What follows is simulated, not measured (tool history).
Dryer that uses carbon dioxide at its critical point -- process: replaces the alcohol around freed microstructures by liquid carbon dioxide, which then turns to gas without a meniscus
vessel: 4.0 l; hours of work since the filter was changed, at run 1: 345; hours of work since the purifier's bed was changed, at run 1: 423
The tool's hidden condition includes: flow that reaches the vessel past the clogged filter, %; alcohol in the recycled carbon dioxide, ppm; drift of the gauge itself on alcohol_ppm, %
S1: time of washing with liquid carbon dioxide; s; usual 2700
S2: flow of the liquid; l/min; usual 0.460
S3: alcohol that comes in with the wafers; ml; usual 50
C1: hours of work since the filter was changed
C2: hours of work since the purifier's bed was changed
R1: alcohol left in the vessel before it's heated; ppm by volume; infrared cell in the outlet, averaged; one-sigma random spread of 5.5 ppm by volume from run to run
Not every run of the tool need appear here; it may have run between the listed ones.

| run | hour | S1 | S2 | S3 | C1 | C2 | R1 |
|---|---|---|---|---|---|---|---|
| 1 | 0.0 | 2700 | 0.460 | 50 | 345 | 423 | 288 |
| 2 | 20.0 | 3600 | 0.460 | 50 | 357 | 435 | 121 |
| 3 | 37.9 | 3600 | 0.460 | 50 | 367 | 445 | 123 |
| 4 | 59.3 | 3600 | 0.460 | 50 | 379 | 457 | 136 |
| 5 | 68.1 | 2700 | 0.460 | 64 | 384 | 462 | 403 |
| 6 | 88.4 | 2700 | 0.460 | 64 | 396 | 474 | 393 |
| 7 | 101.3 | 2700 | 0.460 | 64 | 403 | 481 | 398 |
| 8 | 115.4 | 2700 | 0.724 | 50 | 411 | 489 | 87 |
| 9 | 135.6 | 2700 | 0.451 | 50 | 423 | 501 | 361 |
| 10 | 151.3 | 2700 | 0.460 | 50 | 432 | 510 | 339 |
| 11 | 165.0 | 2700 | 0.460 | 24 | 439 | 518 | 206 |
| 12 | 177.0 | 1860 | 0.460 | 81 | 446 | 524 | 1526 |
| 13 | 192.6 | 2040 | 0.460 | 58 | 455 | 533 | 914 |
| 14 | 207.9 | 2040 | 0.460 | 58 | 464 | 542 | 907 |
| 15 | 224.8 | 2700 | 0.313 | 109 | 474 | 552 | 2333 |
| 16 | 236.5 | 2700 | 0.313 | 109 | 480 | 558 | 2374 |
|  | 239.5 | inlet filter changed |
| 17 | 247.5 | 2220 | 0.401 | 50 | 5 | 564 | 610 |
| 18 | 259.5 | 2880 | 0.734 | 74 | 11 | 571 | 80 |
| 19 | 279.9 | 2820 | 0.279 | 50 | 23 | 583 | 950 |
| 20 | 300.5 | 2820 | 0.279 | 50 | 35 | 594 | 923 |
| 21 | 313.9 | 1740 | 0.279 | 50 | 42 | 602 | 2409 |

How the hidden state differs across the entries between the runs, from the last listed run before each to the first after it:
Runs 16 to 17: inlet filter changed (hour 239.5)
  flow that reaches the vessel past the clogged filter, %: 84.2 -> 99.6; alcohol in the recycled carbon dioxide, ppm: 69.3 -> 70
  difference, measured minus the result without the unlogged condition, R1: +922 -> +71 ppm by volume
